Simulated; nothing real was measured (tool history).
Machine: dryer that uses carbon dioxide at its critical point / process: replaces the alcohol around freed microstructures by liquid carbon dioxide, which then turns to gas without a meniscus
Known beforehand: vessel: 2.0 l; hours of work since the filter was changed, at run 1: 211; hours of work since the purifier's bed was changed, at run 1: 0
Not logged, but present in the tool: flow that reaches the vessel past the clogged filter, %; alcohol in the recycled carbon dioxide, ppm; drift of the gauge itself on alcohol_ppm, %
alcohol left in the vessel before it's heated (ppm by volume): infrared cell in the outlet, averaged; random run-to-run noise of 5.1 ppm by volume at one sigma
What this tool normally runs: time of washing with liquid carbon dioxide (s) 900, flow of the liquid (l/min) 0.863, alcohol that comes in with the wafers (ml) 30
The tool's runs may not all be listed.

run,hour,time of washing with liquid carbon dioxide (s),flow of the liquid (l/min),alcohol that comes in with the wafers (ml),hours of work since the filter was changed,hours of work since the purifier's bed was changed,alcohol left in the vessel before it's heated (ppm by volume)
1,0.0,900,0.863,30,211,0,104
# hour 20.0: inlet filter changed
2,51.1,1080,0.863,30,25,40,39
3,80.5,900,0.863,103,48,63,238
4,132.6,900,0.863,103,89,104,273
5,191.1,900,0.863,30,135,150,110
6,249.8,900,0.863,30,181,196,125
7,285.0,900,0.863,30,209,224,133
# hour 308.5: inlet filter changed
8,340.6,900,0.863,30,25,267,115
9,393.4,900,0.863,39,67,309,153
10,456.3,1320,0.894,66,117,359,79
11,513.6,1320,0.894,66,162,404,97
12,553.8,1320,0.894,57,194,436,95
13,588.6,1320,0.894,41,221,463,97
# hour 596.5: inlet filter changed
14,632.8,1320,0.894,41,29,497,109
15,688.0,900,1.188,97,72,541,132
16,720.1,900,1.188,97,98,566,143
17,768.3,900,1.188,97,136,604,149
18,820.5,600,0.575,107,177,645,5624

Branching from run 18: 5 alternative next runs. What would each branch give?
A,848.6,1200,1.169,20,199,668,?
B,848.6,900,0.675,30,199,668,?
C,848.6,1440,0.851,39,199,668,?
D,848.6,540,0.863,30,199,668,?
E,848.6,660,1.362,107,199,668,?

run,alcohol left in the vessel before it's heated (ppm by volume)
A,127
B,410
C,135
D,837
E,276
The same runs, with their run-to-run variation unchanged, on a tool lacking any hidden condition would have given:
run,alcohol left in the vessel before it's heated (ppm by volume)
A,7
B,194
C,13
D,527
E,87
